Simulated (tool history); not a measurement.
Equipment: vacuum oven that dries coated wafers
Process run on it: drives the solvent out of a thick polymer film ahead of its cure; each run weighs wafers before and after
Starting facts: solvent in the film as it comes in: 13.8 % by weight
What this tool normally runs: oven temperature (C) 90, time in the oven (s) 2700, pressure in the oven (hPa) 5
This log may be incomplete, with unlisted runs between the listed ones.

{"run": 1, "hour": 0.0, "oven temperature (C)": 90, "time in the oven (s)": 2700, "pressure in the oven (hPa)": 5, "solvent left in the film (%)": 2.75}
{"run": 2, "hour": 16.3, "oven temperature (C)": 90, "time in the oven (s)": 2700, "pressure in the oven (hPa)": 5, "solvent left in the film (%)": 2.74}
{"run": 3, "hour": 34.6, "oven temperature (C)": 90, "time in the oven (s)": 2700, "pressure in the oven (hPa)": 5, "solvent left in the film (%)": 2.73}
{"run": 4, "hour": 44.9, "oven temperature (C)": 90, "time in the oven (s)": 2700, "pressure in the oven (hPa)": 5, "solvent left in the film (%)": 2.76}
{"run": 5, "hour": 60.0, "oven temperature (C)": 90, "time in the oven (s)": 2700, "pressure in the oven (hPa)": 5, "solvent left in the film (%)": 2.76}
{"run": 6, "hour": 76.9, "oven temperature (C)": 90, "time in the oven (s)": 2700, "pressure in the oven (hPa)": 5, "solvent left in the film (%)": 2.74}
{"run": 7, "hour": 93.2, "oven temperature (C)": 90, "time in the oven (s)": 2700, "pressure in the oven (hPa)": 5, "solvent left in the film (%)": 2.71}
{"run": 8, "hour": 114.3, "oven temperature (C)": 90, "time in the oven (s)": 2700, "pressure in the oven (hPa)": 3.87, "solvent left in the film (%)": 2.66}
{"run": 9, "hour": 130.4, "oven temperature (C)": 90, "time in the oven (s)": 2700, "pressure in the oven (hPa)": 3.87, "solvent left in the film (%)": 2.66}
{"run": 10, "hour": 142.2, "oven temperature (C)": 90, "time in the oven (s)": 2700, "pressure in the oven (hPa)": 3.87, "solvent left in the film (%)": 2.66}
{"run": 11, "hour": 156.5, "oven temperature (C)": 90, "time in the oven (s)": 2700, "pressure in the oven (hPa)": 3.87, "solvent left in the film (%)": 2.67}
{"run": 12, "hour": 166.0, "oven temperature (C)": 90, "time in the oven (s)": 2700, "pressure in the oven (hPa)": 3.87, "solvent left in the film (%)": 2.62}
{"run": 13, "hour": 187.5, "oven temperature (C)": 75, "time in the oven (s)": 2700, "pressure in the oven (hPa)": 5, "solvent left in the film (%)": 6.42}
{"run": 14, "hour": 202.2, "oven temperature (C)": 75, "time in the oven (s)": 2700, "pressure in the oven (hPa)": 5, "solvent left in the film (%)": 6.36}
{"run": 15, "hour": 222.1, "oven temperature (C)": 75, "time in the oven (s)": 2700, "pressure in the oven (hPa)": 5, "solvent left in the film (%)": 6.4}
{"run": 16, "hour": 233.9, "oven temperature (C)": 75, "time in the oven (s)": 2700, "pressure in the oven (hPa)": 5, "solvent left in the film (%)": 6.39}
{"run": 17, "hour": 253.6, "oven temperature (C)": 104, "time in the oven (s)": 2700, "pressure in the oven (hPa)": 5, "solvent left in the film (%)": 0.63}
{"run": 18, "hour": 266.3, "oven temperature (C)": 86, "time in the oven (s)": 2700, "pressure in the oven (hPa)": 5, "solvent left in the film (%)": 3.6}
{"run": 19, "hour": 278.9, "oven temperature (C)": 86, "time in the oven (s)": 3300, "pressure in the oven (hPa)": 5, "solvent left in the film (%)": 2.85}
{"run": 20, "hour": 294.8, "oven temperature (C)": 86, "time in the oven (s)": 3300, "pressure in the oven (hPa)": 5, "solvent left in the film (%)": 2.9}
{"run": 21, "hour": 314.4, "oven temperature (C)": 86, "time in the oven (s)": 2700, "pressure in the oven (hPa)": 5, "solvent left in the film (%)": 3.57}
{"run": 22, "hour": 333.6, "oven temperature (C)": 86, "time in the oven (s)": 2700, "pressure in the oven (hPa)": 5, "solvent left in the film (%)": 3.57}
{"run": 23, "hour": 345.1, "oven temperature (C)": 90, "time in the oven (s)": 2700, "pressure in the oven (hPa)": 5, "solvent left in the film (%)": 2.69}
{"run": 24, "hour": 363.1, "oven temperature (C)": 93, "time in the oven (s)": 3900, "pressure in the oven (hPa)": 13.63, "solvent left in the film (%)": 1.46}
{"run": 25, "hour": 374.1, "oven temperature (C)": 96, "time in the oven (s)": 2160, "pressure in the oven (hPa)": 19.42, "solvent left in the film (%)": 2.72}
{"run": 26, "hour": 395.2, "oven temperature (C)": 75, "time in the oven (s)": 2940, "pressure in the oven (hPa)": 2.98, "solvent left in the film (%)": 6.02}
{"run": 27, "hour": 405.2, "oven temperature (C)": 76, "time in the oven (s)": 2880, "pressure in the oven (hPa)": 4.86, "solvent left in the film (%)": 5.9}
{"run": 28, "hour": 420.9, "oven temperature (C)": 91, "time in the oven (s)": 2700, "pressure in the oven (hPa)": 14.27, "solvent left in the film (%)": 2.9}
{"run": 29, "hour": 439.4, "oven temperature (C)": 89, "time in the oven (s)": 1380, "pressure in the oven (hPa)": 5, "solvent left in the film (%)": 5.51}
{"run": 30, "hour": 459.1, "oven temperature (C)": 97, "time in the oven (s)": 2700, "pressure in the oven (hPa)": 2.51, "solvent left in the film (%)": 1.27}
{"run": 31, "hour": 477.4, "oven temperature (C)": 97, "time in the oven (s)": 2700, "pressure in the oven (hPa)": 10.88, "solvent left in the film (%)": 1.53}
{"run": 32, "hour": 495.1, "oven temperature (C)": 97, "time in the oven (s)": 2700, "pressure in the oven (hPa)": 10.88, "solvent left in the film (%)": 1.63}
{"run": 33, "hour": 514.3, "oven temperature (C)": 96, "time in the oven (s)": 3600, "pressure in the oven (hPa)": 7.89, "solvent left in the film (%)": 1.04}
{"run": 34, "hour": 526.7, "oven temperature (C)": 86, "time in the oven (s)": 3600, "pressure in the oven (hPa)": 7.78, "solvent left in the film (%)": 2.66}
{"run": 35, "hour": 543.5, "oven temperature (C)": 103, "time in the oven (s)": 3600, "pressure in the oven (hPa)": 7.47, "solvent left in the film (%)": 0.54}
{"run": 36, "hour": 559.4, "oven temperature (C)": 103, "time in the oven (s)": 3600, "pressure in the oven (hPa)": 7.47, "solvent left in the film (%)": 0.53}
{"run": 37, "hour": 576.8, "oven temperature (C)": 83, "time in the oven (s)": 4320, "pressure in the oven (hPa)": 2.89, "solvent left in the film (%)": 2.5}
{"run": 38, "hour": 596.9, "oven temperature (C)": 99, "time in the oven (s)": 2100, "pressure in the oven (hPa)": 11.83, "solvent left in the film (%)": 1.94}
{"run": 39, "hour": 615.6, "oven temperature (C)": 80, "time in the oven (s)": 4020, "pressure in the oven (hPa)": 4.35, "solvent left in the film (%)": 3.49}
{"run": 40, "hour": 634.3, "oven temperature (C)": 91, "time in the oven (s)": 2160, "pressure in the oven (hPa)": 4.83, "solvent left in the film (%)": 3.24}
{"hour": 643.2, "done": "oven's thermocouples calibrated"}
{"run": 41, "hour": 654.5, "oven temperature (C)": 91, "time in the oven (s)": 2220, "pressure in the oven (hPa)": 4.83, "solvent left in the film (%)": 3.65}
{"run": 42, "hour": 676.0, "oven temperature (C)": 90, "time in the oven (s)": 4320, "pressure in the oven (hPa)": 5, "solvent left in the film (%)": 1.7}

Estimate the outcome of run 43 from the log above:
{"run": 43, "hour": 694.3, "oven temperature (C)": 83, "time in the oven (s)": 3060, "pressure in the oven (hPa)": 5, "solvent left in the film (%)": "?"}

Run 43 came out at solvent left in the film (%) 4.43.
With no hidden state in the tool, this same run would have given solvent left in the film (%) 4.16.
